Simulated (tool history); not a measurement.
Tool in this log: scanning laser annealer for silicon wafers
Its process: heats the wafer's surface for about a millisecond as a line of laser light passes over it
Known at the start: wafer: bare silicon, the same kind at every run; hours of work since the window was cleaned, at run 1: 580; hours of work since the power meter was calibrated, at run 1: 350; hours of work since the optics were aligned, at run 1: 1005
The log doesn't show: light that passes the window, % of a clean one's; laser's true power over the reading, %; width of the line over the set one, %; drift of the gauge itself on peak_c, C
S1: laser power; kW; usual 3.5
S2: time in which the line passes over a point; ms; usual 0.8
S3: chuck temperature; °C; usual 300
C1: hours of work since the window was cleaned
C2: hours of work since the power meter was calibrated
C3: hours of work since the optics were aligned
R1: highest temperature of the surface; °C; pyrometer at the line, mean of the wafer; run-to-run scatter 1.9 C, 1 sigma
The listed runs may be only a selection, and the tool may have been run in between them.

run,hour,S1,S2,S3,C1,C2,C3,R1
1,0,3.5,0.8,300,580,350,1005,1042
2,11.2,3.5,0.8,300,588,358,1013,1041
3,18.3,3.5,0.8,300,593,363,1018,1042
4,29.2,3.5,0.8,300,601,371,1026,1037
5,40.8,3.5,0.8,300,609,379,1034,1041
6,51.4,3.5,0.8,300,617,387,1042,1040
7,61.4,3.695,0.832,293,624,394,1049,1098
8,74.4,3.695,0.805,268,633,403,1058,1056
9,80.3,3.34,0.8,265,637,407,1062,964
# hour 84.1: laser's power meter calibrated
10,94.2,3.34,0.8,265,645,7,1070,960
11,100.6,3.264,0.8,268,650,12,1075,946
# hour 111.2: optics aligned, line set to its width
12,113,3.264,0.805,296,655,17,1,993

How would selected steps in R1 from run to run divide? Give the signed amount a tool lacking its hidden state would still show from settings, what came in and random variation, and the signed amount left for the hidden state, including any gauge scatter that is not in both of the compared results.
Run 8 -> 9: S1 3.695 -> 3.34, S2 0.805 -> 0.8, S3 268 -> 265. R1 -92 °C: hidden state +8, all else -100.
Run 11 -> 12: S2 0.8 -> 0.805, S3 268 -> 296, optics aligned, line set to its width. R1 +47 °C: hidden state +22, all else +25.
